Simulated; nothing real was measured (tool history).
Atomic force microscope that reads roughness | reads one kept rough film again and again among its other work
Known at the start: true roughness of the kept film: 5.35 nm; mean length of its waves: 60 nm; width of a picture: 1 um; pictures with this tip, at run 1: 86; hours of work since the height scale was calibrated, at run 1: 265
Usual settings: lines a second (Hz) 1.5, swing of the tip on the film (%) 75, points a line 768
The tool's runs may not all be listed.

| run | hour | lines a second (Hz) | swing of the tip on the film (%) | points a line | pictures with this tip | hours of work since the height scale was calibrated | roughness of the kept film (nm (root mean square)) |
|---|---|---|---|---|---|---|---|
| 1 | 0 | 1.5 | 75 | 768 | 86 | 265 | 4.63 |
| 2 | 13.7 | 1.5 | 55 | 768 | 102 | 271 | 4.975 |
|  | 24.6 | new tip fitted |
| 3 | 44 | 1.5 | 55 | 768 | 22 | 283 | 4.952 |
| 4 | 68.8 | 1.5 | 59 | 768 | 51 | 293 | 4.898 |
| 5 | 84.8 | 1.5 | 75 | 518 | 70 | 300 | 4.607 |
| 6 | 98.1 | 1.5 | 58 | 768 | 86 | 305 | 4.959 |

Run 7 comes next. What will it give?
|  | 122.3 | new tip fitted |
| 7 | 127.9 | 1.5 | 75 | 295 | 7 | 317 | ? |

roughness of the kept film (nm (root mean square)): 4.579
Without the tool's hidden state the same run would have given roughness of the kept film (nm (root mean square)) 4.58.
